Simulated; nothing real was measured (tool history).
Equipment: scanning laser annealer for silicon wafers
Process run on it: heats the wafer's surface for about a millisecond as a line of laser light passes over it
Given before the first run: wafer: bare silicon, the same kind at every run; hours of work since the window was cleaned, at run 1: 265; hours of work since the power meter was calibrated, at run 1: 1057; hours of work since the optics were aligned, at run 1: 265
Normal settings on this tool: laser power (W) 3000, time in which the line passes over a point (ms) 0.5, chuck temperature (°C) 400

run   hour  laser power (W)  time in which the line passes over a point (ms)  chuck temperature (°C)  hours of work since the window was cleaned  hours of work since the power meter was calibrated  hours of work since the optics were aligned  highest temperature of the surface (°C)
  1      0             3000                                              0.5                     400                                         265                                                1057                                          265                                     1093
  2   65.7             3000                                              0.5                     400                                         316                                                1108                                          316                                     1089
  3  116.4             3000                                              0.5                     388                                         356                                                1148                                          356                                     1078
  4  156.6             2832                                              0.5                     400                                         388                                                1180                                          388                                     1049
  5  191.4             3281                                              0.5                     400                                         415                                                1207                                          415                                     1159
  6  249.6             3281                                              0.5                     400                                         461                                                1253                                          461                                     1157
  7  291.1             2847                                              0.5                     400                                         494                                                1286                                          494                                     1052
     298.8  -- laser's power meter calibrated
  8  353.3             2847                                            0.543                     400                                         540                                                  43                                          540                                     1079
  9  414.9             2847                                            0.543                     400                                         589                                                  91                                          589                                     1077
 10  471.3             2807                                              0.5                     400                                         633                                                 136                                          633                                     1039
 11  523.7             2807                                            0.553                     395                                         674                                                 177                                          674                                     1069
 12  560.5             2807                                            0.553                     395                                         703                                                 206                                          703                                     1065
 13  627.9             3074                                            0.553                     400                                         756                                                 259                                          756                                     1138
 14  659.6             3000                                            0.572                     402                                         781                                                 284                                          781                                     1134
 15  710.7             2642                                            0.459                     419                                         821                                                 324                                          821                                      981
     724.6  -- optics aligned, line set to its width
     731.5  -- laser's power meter calibrated, once more
       771  -- window over the wafer cleaned
 16  774.5             2869                                            0.454                     400                                           3                                                  32                                           35                                     1030
 17    824             3265                                            0.454                     400                                          42                                                  71                                           74                                     1127
 18  890.3             3265                                            0.454                     400                                          94                                                 123                                          126                                     1126
 19    953             2862                                            0.377                     413                                         143                                                 173                                          176                                      980
 20  986.5             2862                                            0.377                     413                                         170                                                 199                                          202                                      979

For each entry between runs, how does the tool's hidden state at the last listed run before it compare with that at the first listed run after it?
Logged between run 7 and run 8: laser's power meter calibrated (hour 298.8)
  light that passes the window, % of a clean one's: 98.57 -> 98.46; laser's true power over the reading, %: 0.32 -> 0.55; width of the line over the set one, %: 2.25 -> 2.45
  measured value less the no-hidden-state value, highest temperature of the surface (°C): -15 -> -16
Logged between run 15 and run 16: optics aligned, line set to its width (hour 724.6); laser's power meter calibrated, once more (hour 731.5); window over the wafer cleaned (hour 771)
  light that passes the window, % of a clean one's: 97.81 -> 99.87; laser's true power over the reading, %: 0.62 -> -0.08; width of the line over the set one, %: 3.58 -> 0.18
  measured value less the no-hidden-state value, highest temperature of the surface (°C): -20 -> -2

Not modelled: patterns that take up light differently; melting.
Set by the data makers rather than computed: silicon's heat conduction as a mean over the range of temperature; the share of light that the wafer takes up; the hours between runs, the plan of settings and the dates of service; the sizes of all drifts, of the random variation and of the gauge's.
